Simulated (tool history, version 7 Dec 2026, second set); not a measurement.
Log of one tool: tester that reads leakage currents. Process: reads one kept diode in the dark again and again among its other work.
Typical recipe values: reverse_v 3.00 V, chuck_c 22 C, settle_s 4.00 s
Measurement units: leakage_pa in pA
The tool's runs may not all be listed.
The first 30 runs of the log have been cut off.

| run | hour | reverse_v | chuck_c | settle_s | hours of work since the probe card was cleaned | hours of work since the tester was calibrated | hours of work since the chuck was calibrated | leakage_pa |
|---|---|---|---|---|---|---|---|---|
| 31 | 1416.5 | 3.00 | 48 | 0.89 | 1524 | 188 | 1126 | 84.77 |
| 32 | 1455.1 | 3.00 | 33 | 0.46 | 1552 | 217 | 1155 | 25.34 |
| 33 | 1498.5 | 15.65 | 21 | 0.51 | 1584 | 248 | 1186 | 20.82 |
| 34 | 1552.4 | 15.65 | 21 | 0.51 | 1623 | 288 | 1226 | 20.97 |
| 35 | 1612.7 | 15.65 | 21 | 0.51 | 1668 | 332 | 1270 | 20.90 |
| 36 | 1644.1 | 1.78 | 25 | 4.00 | 1690 | 355 | 1293 | 10.07 |
| 37 | 1684.1 | 1.31 | 56 | 0.59 | 1720 | 384 | 1322 | 120.56 |
| 38 | 1747.5 | 3.36 | 22 | 0.88 | 1766 | 430 | 1368 | 10.18 |
| 39 | 1804.1 | 16.02 | 22 | 0.44 | 1807 | 472 | 1410 | 23.70 |
| 40 | 1844.4 | 16.87 | 53 | 7.51 | 1837 | 501 | 1439 | 215.58 |

Here are 3 independent what-if runs from the current tool condition. What would each one return?
| A | 1872.0 | 1.64 | 24 | 0.52 | 1857 | 521 | 1459 | ? |
| B | 1872.0 | 14.33 | 39 | 4.00 | 1857 | 521 | 1459 | ? |
| C | 1872.0 | 1.38 | 24 | 3.83 | 1857 | 521 | 1459 | ? |

| run | leakage_pa |
|---|---|
| A | 9.60 |
| B | 67.33 |
| C | 8.43 |
What these runs would have given with no unlogged condition in the tool:
| run | leakage_pa |
|---|---|
| A | 9.60 |
| B | 67.31 |
| C | 8.42 |
